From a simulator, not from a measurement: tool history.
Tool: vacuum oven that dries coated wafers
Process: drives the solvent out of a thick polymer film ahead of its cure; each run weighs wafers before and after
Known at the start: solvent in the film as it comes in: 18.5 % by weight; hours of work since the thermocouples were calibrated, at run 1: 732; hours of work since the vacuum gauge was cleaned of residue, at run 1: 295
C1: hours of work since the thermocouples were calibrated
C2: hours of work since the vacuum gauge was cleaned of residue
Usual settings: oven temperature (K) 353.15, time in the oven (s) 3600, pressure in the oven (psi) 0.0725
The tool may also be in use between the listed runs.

run 1 hour=0.0 | oven_temperature_(K)=353.15 time_in_the_oven_(s)=3600 pressure_in_the_oven_(psi)=0.0725 | C1=732 C2=295 | solvent_left_in_the_film_(%)=1.17
run 2 hour=13.4 | oven_temperature_(K)=353.15 time_in_the_oven_(s)=3600 pressure_in_the_oven_(psi)=0.0725 | C1=740 C2=303 | solvent_left_in_the_film_(%)=1.18
run 3 hour=28.5 | oven_temperature_(K)=353.15 time_in_the_oven_(s)=3600 pressure_in_the_oven_(psi)=0.0725 | C1=748 C2=311 | solvent_left_in_the_film_(%)=1.20
run 4 hour=41.2 | oven_temperature_(K)=353.15 time_in_the_oven_(s)=3600 pressure_in_the_oven_(psi)=0.0725 | C1=756 C2=319 | solvent_left_in_the_film_(%)=1.16
run 5 hour=52.2 | oven_temperature_(K)=353.15 time_in_the_oven_(s)=4980 pressure_in_the_oven_(psi)=0.0725 | C1=762 C2=325 | solvent_left_in_the_film_(%)=0.80
run 6 hour=60.6 | oven_temperature_(K)=353.15 time_in_the_oven_(s)=4980 pressure_in_the_oven_(psi)=0.0725 | C1=767 C2=330 | solvent_left_in_the_film_(%)=0.77
run 7 hour=76.0 | oven_temperature_(K)=353.15 time_in_the_oven_(s)=4980 pressure_in_the_oven_(psi)=0.0725 | C1=776 C2=338 | solvent_left_in_the_film_(%)=0.70
run 8 hour=90.0 | oven_temperature_(K)=353.15 time_in_the_oven_(s)=4980 pressure_in_the_oven_(psi)=0.0725 | C1=784 C2=346 | solvent_left_in_the_film_(%)=0.70
run 9 hour=104.4 | oven_temperature_(K)=353.15 time_in_the_oven_(s)=4980 pressure_in_the_oven_(psi)=0.0376 | C1=792 C2=355 | solvent_left_in_the_film_(%)=0.47
run 10 hour=114.0 | oven_temperature_(K)=353.15 time_in_the_oven_(s)=4980 pressure_in_the_oven_(psi)=0.0376 | C1=797 C2=360 | solvent_left_in_the_film_(%)=0.50
run 11 hour=124.0 | oven_temperature_(K)=353.15 time_in_the_oven_(s)=4980 pressure_in_the_oven_(psi)=0.0376 | C1=803 C2=366 | solvent_left_in_the_film_(%)=0.50
run 12 hour=139.9 | oven_temperature_(K)=353.15 time_in_the_oven_(s)=3600 pressure_in_the_oven_(psi)=0.0725 | C1=812 C2=375 | solvent_left_in_the_film_(%)=1.17
run 13 hour=149.7 | oven_temperature_(K)=353.15 time_in_the_oven_(s)=3600 pressure_in_the_oven_(psi)=0.0725 | C1=818 C2=381 | solvent_left_in_the_film_(%)=1.22
run 14 hour=159.0 | oven_temperature_(K)=353.15 time_in_the_oven_(s)=3180 pressure_in_the_oven_(psi)=0.0725 | C1=823 C2=386 | solvent_left_in_the_film_(%)=1.50
run 15 hour=172.5 | oven_temperature_(K)=353.15 time_in_the_oven_(s)=3180 pressure_in_the_oven_(psi)=0.0725 | C1=831 C2=394 | solvent_left_in_the_film_(%)=1.52
run 16 hour=181.9 | oven_temperature_(K)=353.15 time_in_the_oven_(s)=3180 pressure_in_the_oven_(psi)=0.0725 | C1=836 C2=399 | solvent_left_in_the_film_(%)=1.45
run 17 hour=192.7 | oven_temperature_(K)=353.15 time_in_the_oven_(s)=3180 pressure_in_the_oven_(psi)=0.0725 | C1=842 C2=405 | solvent_left_in_the_film_(%)=1.46
run 18 hour=204.0 | oven_temperature_(K)=353.15 time_in_the_oven_(s)=3360 pressure_in_the_oven_(psi)=0.0725 | C1=849 C2=412 | solvent_left_in_the_film_(%)=1.33
run 19 hour=213.9 | oven_temperature_(K)=343.15 time_in_the_oven_(s)=3600 pressure_in_the_oven_(psi)=0.0725 | C1=855 C2=417 | solvent_left_in_the_film_(%)=2.96
run 20 hour=225.4 | oven_temperature_(K)=353.15 time_in_the_oven_(s)=2640 pressure_in_the_oven_(psi)=0.0725 | C1=861 C2=424 | solvent_left_in_the_film_(%)=2.00
run 21 hour=239.4 | oven_temperature_(K)=353.15 time_in_the_oven_(s)=2640 pressure_in_the_oven_(psi)=0.0725 | C1=869 C2=432 | solvent_left_in_the_film_(%)=2.03
run 22 hour=251.0 | oven_temperature_(K)=353.15 time_in_the_oven_(s)=3600 pressure_in_the_oven_(psi)=0.0725 | C1=876 C2=439 | solvent_left_in_the_film_(%)=1.18
run 23 hour=263.8 | oven_temperature_(K)=353.15 time_in_the_oven_(s)=2880 pressure_in_the_oven_(psi)=0.0725 | C1=883 C2=446 | solvent_left_in_the_film_(%)=1.71
run 24 hour=276.5 | oven_temperature_(K)=353.15 time_in_the_oven_(s)=2880 pressure_in_the_oven_(psi)=0.0397 | C1=890 C2=453 | solvent_left_in_the_film_(%)=1.54
run 25 hour=288.3 | oven_temperature_(K)=341.15 time_in_the_oven_(s)=1860 pressure_in_the_oven_(psi)=0.0657 | C1=897 C2=460 | solvent_left_in_the_film_(%)=6.81
run 26 hour=297.3 | oven_temperature_(K)=352.15 time_in_the_oven_(s)=1860 pressure_in_the_oven_(psi)=0.0657 | C1=902 C2=465 | solvent_left_in_the_film_(%)=3.60
run 27 hour=310.2 | oven_temperature_(K)=352.15 time_in_the_oven_(s)=1860 pressure_in_the_oven_(psi)=0.0657 | C1=910 C2=472 | solvent_left_in_the_film_(%)=3.73
-- hour=314.7 oven's thermocouples calibrated
run 28 hour=319.1 | oven_temperature_(K)=353.15 time_in_the_oven_(s)=3540 pressure_in_the_oven_(psi)=0.1941 | C1=3 C2=476 | solvent_left_in_the_film_(%)=2.20
run 29 hour=326.4 | oven_temperature_(K)=353.15 time_in_the_oven_(s)=4260 pressure_in_the_oven_(psi)=0.0637 | C1=7 C2=480 | solvent_left_in_the_film_(%)=0.97
run 30 hour=332.9 | oven_temperature_(K)=353.15 time_in_the_oven_(s)=4800 pressure_in_the_oven_(psi)=0.2236 | C1=10 C2=484 | solvent_left_in_the_film_(%)=1.88
run 31 hour=340.8 | oven_temperature_(K)=355.15 time_in_the_oven_(s)=4800 pressure_in_the_oven_(psi)=0.0569 | C1=15 C2=489 | solvent_left_in_the_film_(%)=0.64
run 32 hour=351.2 | oven_temperature_(K)=357.15 time_in_the_oven_(s)=3600 pressure_in_the_oven_(psi)=0.0484 | C1=21 C2=495 | solvent_left_in_the_film_(%)=0.72
run 33 hour=362.0 | oven_temperature_(K)=353.15 time_in_the_oven_(s)=3600 pressure_in_the_oven_(psi)=0.2901 | C1=27 C2=501 | solvent_left_in_the_film_(%)=2.78
run 34 hour=373.8 | oven_temperature_(K)=341.15 time_in_the_oven_(s)=3600 pressure_in_the_oven_(psi)=0.1125 | C1=34 C2=508 | solvent_left_in_the_film_(%)=4.36
run 35 hour=389.2 | oven_temperature_(K)=341.15 time_in_the_oven_(s)=3060 pressure_in_the_oven_(psi)=0.1125 | C1=43 C2=516 | solvent_left_in_the_film_(%)=5.03
run 36 hour=403.1 | oven_temperature_(K)=353.15 time_in_the_oven_(s)=2640 pressure_in_the_oven_(psi)=0.1630 | C1=51 C2=524 | solvent_left_in_the_film_(%)=2.86
run 37 hour=413.5 | oven_temperature_(K)=353.15 time_in_the_oven_(s)=3360 pressure_in_the_oven_(psi)=0.1317 | C1=56 C2=530 | solvent_left_in_the_film_(%)=1.89
run 38 hour=427.7 | oven_temperature_(K)=353.15 time_in_the_oven_(s)=3360 pressure_in_the_oven_(psi)=0.1317 | C1=65 C2=538 | solvent_left_in_the_film_(%)=1.92
run 39 hour=443.5 | oven_temperature_(K)=338.15 time_in_the_oven_(s)=3600 pressure_in_the_oven_(psi)=0.0725 | C1=74 C2=547 | solvent_left_in_the_film_(%)=4.78
run 40 hour=453.3 | oven_temperature_(K)=338.15 time_in_the_oven_(s)=3600 pressure_in_the_oven_(psi)=0.0725 | C1=79 C2=553 | solvent_left_in_the_film_(%)=4.82
run 41 hour=462.3 | oven_temperature_(K)=350.15 time_in_the_oven_(s)=4140 pressure_in_the_oven_(psi)=0.0471 | C1=84 C2=558 | solvent_left_in_the_film_(%)=1.28
run 42 hour=475.2 | oven_temperature_(K)=350.15 time_in_the_oven_(s)=4140 pressure_in_the_oven_(psi)=0.0471 | C1=92 C2=566 | solvent_left_in_the_film_(%)=1.34
run 43 hour=486.0 | oven_temperature_(K)=350.15 time_in_the_oven_(s)=4140 pressure_in_the_oven_(psi)=0.0471 | C1=98 C2=572 | solvent_left_in_the_film_(%)=1.29
run 44 hour=496.2 | oven_temperature_(K)=346.15 time_in_the_oven_(s)=5940 pressure_in_the_oven_(psi)=0.0687 | C1=104 C2=578 | solvent_left_in_the_film_(%)=1.28
run 45 hour=506.9 | oven_temperature_(K)=353.15 time_in_the_oven_(s)=5940 pressure_in_the_oven_(psi)=0.0409 | C1=110 C2=584 | solvent_left_in_the_film_(%)=0.50
run 46 hour=516.6 | oven_temperature_(K)=353.15 time_in_the_oven_(s)=5100 pressure_in_the_oven_(psi)=0.0438 | C1=115 C2=589 | solvent_left_in_the_film_(%)=0.67
run 47 hour=524.6 | oven_temperature_(K)=357.15 time_in_the_oven_(s)=3600 pressure_in_the_oven_(psi)=0.0725 | C1=120 C2=594 | solvent_left_in_the_film_(%)=0.93
run 48 hour=535.0 | oven_temperature_(K)=357.15 time_in_the_oven_(s)=3600 pressure_in_the_oven_(psi)=0.0725 | C1=126 C2=600 | solvent_left_in_the_film_(%)=0.93

The same runs without the tool's hidden state, with the same run-to-run variation:
The hidden state here: true wafer temperature over the reading, C; true pressure over the reading, kPa; drift of the gauge itself on solvent_pct, %.
run=1 solvent_left_in_the_film_(%)=1.31
run=2 solvent_left_in_the_film_(%)=1.32
run=3 solvent_left_in_the_film_(%)=1.34
run=4 solvent_left_in_the_film_(%)=1.29
run=5 solvent_left_in_the_film_(%)=0.84
run=6 solvent_left_in_the_film_(%)=0.81
run=7 solvent_left_in_the_film_(%)=0.75
run=8 solvent_left_in_the_film_(%)=0.75
run=9 solvent_left_in_the_film_(%)=0.50
run=10 solvent_left_in_the_film_(%)=0.53
run=11 solvent_left_in_the_film_(%)=0.53
run=12 solvent_left_in_the_film_(%)=1.31
run=13 solvent_left_in_the_film_(%)=1.36
run=14 solvent_left_in_the_film_(%)=1.69
run=15 solvent_left_in_the_film_(%)=1.71
run=16 solvent_left_in_the_film_(%)=1.64
run=17 solvent_left_in_the_film_(%)=1.65
run=18 solvent_left_in_the_film_(%)=1.50
run=19 solvent_left_in_the_film_(%)=3.29
run=20 solvent_left_in_the_film_(%)=2.26
run=21 solvent_left_in_the_film_(%)=2.29
run=22 solvent_left_in_the_film_(%)=1.32
run=23 solvent_left_in_the_film_(%)=1.94
run=24 solvent_left_in_the_film_(%)=1.76
run=25 solvent_left_in_the_film_(%)=7.23
run=26 solvent_left_in_the_film_(%)=3.97
run=27 solvent_left_in_the_film_(%)=4.11
run=28 solvent_left_in_the_film_(%)=2.15
run=29 solvent_left_in_the_film_(%)=0.90
run=30 solvent_left_in_the_film_(%)=1.81
run=31 solvent_left_in_the_film_(%)=0.57
run=32 solvent_left_in_the_film_(%)=0.66
run=33 solvent_left_in_the_film_(%)=2.73
run=34 solvent_left_in_the_film_(%)=4.30
run=35 solvent_left_in_the_film_(%)=4.98
run=36 solvent_left_in_the_film_(%)=2.82
run=37 solvent_left_in_the_film_(%)=1.84
run=38 solvent_left_in_the_film_(%)=1.87
run=39 solvent_left_in_the_film_(%)=4.72
run=40 solvent_left_in_the_film_(%)=4.76
run=41 solvent_left_in_the_film_(%)=1.21
run=42 solvent_left_in_the_film_(%)=1.27
run=43 solvent_left_in_the_film_(%)=1.22
run=44 solvent_left_in_the_film_(%)=1.18
run=45 solvent_left_in_the_film_(%)=0.41
run=46 solvent_left_in_the_film_(%)=0.58
run=47 solvent_left_in_the_film_(%)=0.87
run=48 solvent_left_in_the_film_(%)=0.87
